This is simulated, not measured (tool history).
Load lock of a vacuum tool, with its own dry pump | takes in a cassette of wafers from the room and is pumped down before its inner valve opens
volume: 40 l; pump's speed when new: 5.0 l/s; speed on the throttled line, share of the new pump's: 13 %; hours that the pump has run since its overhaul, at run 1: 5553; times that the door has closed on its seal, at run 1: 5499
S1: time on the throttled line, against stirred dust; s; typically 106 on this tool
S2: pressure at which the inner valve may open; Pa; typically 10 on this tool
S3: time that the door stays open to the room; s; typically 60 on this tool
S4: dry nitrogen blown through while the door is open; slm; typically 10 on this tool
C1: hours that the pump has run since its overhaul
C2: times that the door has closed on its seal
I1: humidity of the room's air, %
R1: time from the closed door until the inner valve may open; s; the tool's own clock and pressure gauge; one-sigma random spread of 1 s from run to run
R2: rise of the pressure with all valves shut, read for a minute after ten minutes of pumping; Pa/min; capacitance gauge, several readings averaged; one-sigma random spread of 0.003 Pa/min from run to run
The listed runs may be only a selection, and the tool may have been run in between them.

| run | hour | S1 | S2 | S3 | S4 | C1 | C2 | I1 | R1 | R2 |
|---|---|---|---|---|---|---|---|---|---|---|
| 1 | 0 | 106 | 10 | 60 | 10 | 5553 | 5499 | 43.2 | 167.1 | 0.073 |
| 2 | 91.6 | 106 | 10 | 60 | 10 | 5645 | 5673 | 46.2 | 171.3 | 0.078 |
| 3 | 219.1 | 106 | 9 | 60 | 10 | 5772 | 5914 | 45.5 | 174 | 0.076 |
| 4 | 328.2 | 106 | 9 | 60 | 10 | 5881 | 6121 | 43.2 | 172.2 | 0.072 |
| 5 | 413.8 | 106 | 9 | 60 | 10 | 5967 | 6283 | 47.4 | 173.7 | 0.083 |
| 6 | 516 | 106 | 9 | 60 | 10 | 6069 | 6477 | 47.3 | 173.9 | 0.082 |
| 7 | 596.8 | 106 | 9 | 60 | 10 | 6150 | 6629 | 43.3 | 173.1 | 0.083 |
| 8 | 717.9 | 106 | 9 | 60 | 10 | 6271 | 6859 | 43.6 | 172.8 | 0.082 |
| 9 | 807.2 | 106 | 10 | 60 | 10 | 6360 | 7028 | 46.6 | 169.8 | 0.086 |
| 10 | 864.6 | 106 | 10 | 29 | 10 | 6418 | 7137 | 45.9 | 171.2 | 0.062 |
| 11 | 978.5 | 106 | 10 | 29 | 10 | 6532 | 7353 | 43.9 | 172.7 | 0.066 |
| 12 | 1040.3 | 106 | 10 | 29 | 10 | 6593 | 7470 | 43.1 | 170.4 | 0.069 |
| 13 | 1102.7 | 106 | 10 | 29 | 10 | 6656 | 7588 | 45.9 | 170.3 | 0.07 |
| 14 | 1178.8 | 106 | 11 | 60 | 10 | 6732 | 7732 | 44.5 | 170.8 | 0.086 |
| 15 | 1243.3 | 106 | 11 | 60 | 10 | 6796 | 7854 | 46.7 | 169.6 | 0.094 |
| 16 | 1332.4 | 107 | 10 | 60 | 10 | 6885 | 8023 | 47.9 | 172.4 | 0.094 |
| 17 | 1432.4 | 106 | 10 | 217 | 10 | 6985 | 8212 | 42.1 | 174.1 | 0.138 |
| 18 | 1549.3 | 106 | 9 | 60 | 10 | 7102 | 8434 | 49.7 | 173.3 | 0.097 |
| 19 | 1659.6 | 106 | 8 | 60 | 10 | 7213 | 8643 | 44.4 | 174.2 | 0.097 |
| 20 | 1751.5 | 102 | 17 | 60 | 5 | 7305 | 8817 | 44.3 | 163.5 | 0.094 |
| 21 | 1869.7 | 55 | 13 | 60 | 10 | 7423 | 9041 | 45.7 | 127.1 | 0.101 |
| 22 | 1984.8 | 55 | 13 | 60 | 10 | 7538 | 9259 | 46.3 | 126.7 | 0.103 |
| 23 | 2096.8 | 61 | 13 | 60 | 5 | 7650 | 9471 | 44 | 131 | 0.107 |
| 24 | 2212.9 | 106 | 7 | 60 | 31 | 7766 | 9691 | 46.1 | 175 | 0.094 |
| 25 | 2299.9 | 106 | 7 | 60 | 31 | 7853 | 9855 | 42.4 | 173.7 | 0.09 |
| 26 | 2369.1 | 201 | 15 | 60 | 31 | 7922 | 9987 | 47.4 | 251.6 | 0.093 |
| 27 | 2484.5 | 106 | 10 | 171 | 10 | 8038 | 10205 | 46.3 | 171.6 | 0.148 |
| 28 | 2554 | 106 | 10 | 171 | 10 | 8107 | 10337 | 42.8 | 172.1 | 0.144 |
| 29 | 2671.2 | 106 | 10 | 185 | 5 | 8224 | 10559 | 44.3 | 171.5 | 0.167 |
| 30 | 2734.9 | 106 | 10 | 116 | 10 | 8288 | 10680 | 43.7 | 175.2 | 0.134 |
| 31 | 2805.8 | 95 | 10 | 60 | 10 | 8359 | 10814 | 42.8 | 163.4 | 0.11 |
| 32 | 2909.3 | 107 | 19 | 61 | 10 | 8462 | 11010 | 46.8 | 168.2 | 0.116 |
| 33 | 3023.4 | 125 | 19 | 61 | 43 | 8576 | 11226 | 45 | 182.7 | 0.096 |
| 34 | 3102 | 125 | 8 | 43 | 7 | 8655 | 11375 | 46.2 | 189.5 | 0.109 |
| 35 | 3159.5 | 106 | 10 | 94 | 10 | 8713 | 11484 | 44.9 | 173.8 | 0.137 |
| 36 | 3241.2 | 106 | 10 | 94 | 10 | 8794 | 11639 | 47.1 | 173 | 0.141 |
| 37 | 3367.8 | 90 | 10 | 189 | 20 | 8921 | 11878 | 44.8 | 161 | 0.151 |

Below are 3 alternative next runs, each starting from the tool's condition after run 37. Predict each:
| A | 3437.1 | 57 | 10 | 60 | 10 | 8990 | 12010 | 40.4 | ? | ? |
| B | 3437.1 | 145 | 13 | 129 | 20 | 8990 | 12010 | 45.7 | ? | ? |
| C | 3437.1 | 106 | 10 | 56 | 10 | 8990 | 12010 | 44.7 | ? | ? |

| run | R1 | R2 |
|---|---|---|
| A | 131.3 | 0.118 |
| B | 205.7 | 0.141 |
| C | 174.3 | 0.126 |
Without the tool's hidden state the same runs would have given:
| run | R1 | R2 |
|---|---|---|
| A | 122.4 | 0.046 |
| B | 198.6 | 0.07 |
| C | 166.2 | 0.055 |
